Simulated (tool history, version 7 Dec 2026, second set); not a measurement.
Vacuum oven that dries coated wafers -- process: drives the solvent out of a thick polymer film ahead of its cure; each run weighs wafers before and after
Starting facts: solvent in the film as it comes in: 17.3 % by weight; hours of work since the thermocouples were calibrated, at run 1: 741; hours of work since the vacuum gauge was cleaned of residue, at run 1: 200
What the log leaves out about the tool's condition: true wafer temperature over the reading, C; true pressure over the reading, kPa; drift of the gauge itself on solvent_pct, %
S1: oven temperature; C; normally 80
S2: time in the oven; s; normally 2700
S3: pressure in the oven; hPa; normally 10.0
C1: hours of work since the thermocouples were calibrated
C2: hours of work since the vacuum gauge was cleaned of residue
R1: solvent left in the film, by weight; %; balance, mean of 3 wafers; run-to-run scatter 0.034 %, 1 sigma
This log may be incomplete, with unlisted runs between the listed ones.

run 1 hour=0.0 | S1=80 S2=2700 S3=10.0 | C1=741 C2=200 | R1=1.77
run 2 hour=11.5 | S1=80 S2=2700 S3=10.0 | C1=749 C2=208 | R1=1.79
run 3 hour=18.6 | S1=80 S2=2700 S3=18.8 | C1=755 C2=213 | R1=2.34
run 4 hour=28.0 | S1=80 S2=2700 S3=18.8 | C1=761 C2=220 | R1=2.27
run 5 hour=37.3 | S1=80 S2=2700 S3=15.2 | C1=768 C2=227 | R1=2.07
run 6 hour=47.2 | S1=80 S2=2700 S3=15.2 | C1=775 C2=234 | R1=2.03
run 7 hour=55.6 | S1=84 S2=2700 S3=10.0 | C1=782 C2=240 | R1=1.07
run 8 hour=68.4 | S1=84 S2=1920 S3=10.0 | C1=791 C2=250 | R1=1.82
run 9 hour=79.5 | S1=84 S2=1920 S3=10.0 | C1=799 C2=258 | R1=1.89
run 10 hour=86.9 | S1=84 S2=1920 S3=10.0 | C1=804 C2=263 | R1=1.83
run 11 hour=94.7 | S1=84 S2=1920 S3=10.0 | C1=810 C2=269 | R1=1.82
run 12 hour=103.9 | S1=92 S2=2700 S3=10.0 | C1=817 C2=276 | R1=0.44
run 13 hour=114.9 | S1=93 S2=3960 S3=10.0 | C1=825 C2=284 | R1=0.39
run 14 hour=123.1 | S1=93 S2=3960 S3=10.0 | C1=831 C2=290 | R1=0.33
run 15 hour=128.8 | S1=93 S2=3960 S3=10.0 | C1=835 C2=294 | R1=0.32
run 16 hour=141.6 | S1=71 S2=2640 S3=10.0 | C1=844 C2=303 | R1=5.11
run 17 hour=148.0 | S1=72 S2=2640 S3=7.4 | C1=849 C2=308 | R1=4.50
run 18 hour=158.4 | S1=72 S2=2640 S3=7.4 | C1=857 C2=315 | R1=4.52
run 19 hour=165.7 | S1=85 S2=2700 S3=16.8 | C1=862 C2=321 | R1=1.24
run 20 hour=177.4 | S1=80 S2=2700 S3=24.6 | C1=871 C2=329 | R1=2.60
run 21 hour=188.4 | S1=74 S2=1920 S3=21.4 | C1=879 C2=337 | R1=5.98
run 22 hour=195.5 | S1=91 S2=2100 S3=6.0 | C1=884 C2=343 | R1=0.44
run 23 hour=203.0 | S1=80 S2=2700 S3=17.7 | C1=889 C2=348 | R1=2.29
run 24 hour=215.6 | S1=73 S2=2700 S3=10.0 | C1=898 C2=357 | R1=4.17

Predict each of these 4 candidate next runs independently; none follows another, all start after run 24:
run A hour=225.7 | S1=65 S2=4320 S3=5.4 | C1=906 C2=365 | R1=?
run B hour=225.7 | S1=69 S2=1380 S3=23.3 | C1=906 C2=365 | R1=?
run C hour=225.7 | S1=68 S2=2700 S3=10.0 | C1=906 C2=365 | R1=?
run D hour=225.7 | S1=73 S2=2700 S3=10.0 | C1=906 C2=365 | R1=?

run=A R1=4.87
run=B R1=9.55
run=C R1=6.28
run=D R1=4.17
The same runs, with their run-to-run variation unchanged, on a tool lacking any hidden condition would have given:
run=A R1=4.69
run=B R1=9.42
run=C R1=6.11
run=D R1=4.02
